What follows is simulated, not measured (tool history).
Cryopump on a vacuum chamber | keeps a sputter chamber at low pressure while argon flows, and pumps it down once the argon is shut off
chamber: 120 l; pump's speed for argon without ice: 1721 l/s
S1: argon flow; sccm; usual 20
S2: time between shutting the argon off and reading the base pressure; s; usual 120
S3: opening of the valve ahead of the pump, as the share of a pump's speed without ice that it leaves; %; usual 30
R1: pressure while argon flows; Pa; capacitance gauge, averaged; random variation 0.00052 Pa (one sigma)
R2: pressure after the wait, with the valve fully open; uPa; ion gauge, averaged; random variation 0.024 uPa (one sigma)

Run 1, day 0.000: usual settings. Result: R1 0.0655 Pa, R2 0.99 uPa.
Run 2, day 0.554: usual settings. Result: R1 0.0669 Pa, R2 0.99 uPa.
Run 3, day 1.138: usual settings but S1 16 sccm. Result: R1 0.0536 Pa, R2 0.98 uPa.
Run 4, day 1.667: usual settings but S1 16 sccm. Result: R1 0.0533 Pa, R2 1.00 uPa.
Run 5, day 2.096: usual settings but S1 16 sccm, S3 19 %. Result: R1 0.0845 Pa, R2 1.02 uPa.
Run 6, day 2.454: usual settings but S1 37 sccm. Result: R1 0.1239 Pa, R2 1.00 uPa.
Run 7, day 2.983: usual settings but S1 37 sccm. Result: R1 0.1227 Pa, R2 1.03 uPa.
Run 8, day 3.588: usual settings. Result: R1 0.0665 Pa, R2 1.02 uPa.
Run 9, day 3.871: usual settings. Result: R1 0.0677 Pa, R2 1.00 uPa.
Run 10, day 4.196: usual settings. Result: R1 0.0671 Pa, R2 1.04 uPa.
Run 11, day 4.808: usual settings but S2 29 s, S3 23 %. Result: R1 0.0869 Pa, R2 3.29 uPa.
Run 12, day 5.229: usual settings but S1 9 sccm, S2 28 s. Result: R1 0.0304 Pa, R2 3.41 uPa.
Run 13, day 5.667: usual settings but S1 25 sccm, S2 63 s, S3 41 %. Result: R1 0.0615 Pa, R2 1.72 uPa.
Run 14, day 6.254: usual settings but S1 12 sccm, S2 31 s, S3 15 %. Result: R1 0.0793 Pa, R2 3.11 uPa.
Run 15, day 6.792: usual settings but S1 27 sccm, S2 50 s, S3 44 %. Result: R1 0.0623 Pa, R2 2.06 uPa.
Run 16, day 7.129: usual settings but S1 27 sccm, S2 101 s, S3 50 %. Result: R1 0.0552 Pa, R2 1.20 uPa.
Run 17, day 7.733: usual settings but S2 136 s. Result: R1 0.0676 Pa, R2 0.95 uPa.
Run 18, day 8.292: usual settings but S1 24 sccm, S2 74 s, S3 33 %. Result: R1 0.0727 Pa, R2 1.49 uPa.
Run 19, day 8.638: usual settings but S1 36 sccm, S3 49 %. Result: R1 0.0755 Pa, R2 1.08 uPa.
Run 20, day 9.242: usual settings but S1 36 sccm, S3 49 %. Result: R1 0.0745 Pa, R2 1.03 uPa.

4 ways to go on from here, each from the tool as it stands after run 20. What would each give?
Run A, day 9.550: usual settings but S1 9 sccm, S2 93 s, S3 19 %. Result: R1 ?, R2 ?.
Run B, day 9.550: usual settings but S1 11 sccm, S3 49 %. Result: R1 ?, R2 ?.
Run C, day 9.550: usual settings but S1 35 sccm, S2 212 s. Result: R1 ?, R2 ?.
Run D, day 9.550: usual settings but S1 33 sccm, S3 33 %. Result: R1 ?, R2 ?.

run      R1    R2
  A  0.0475  1.31
  B  0.0233  1.08
  C  0.1175  0.76
  D  0.1011  1.08
Without the tool's hidden state the same runs would have given:
run      R1    R2
  A  0.0468  1.15
  B  0.0224  0.91
  C  0.1146  0.60
  D  0.0984  0.92
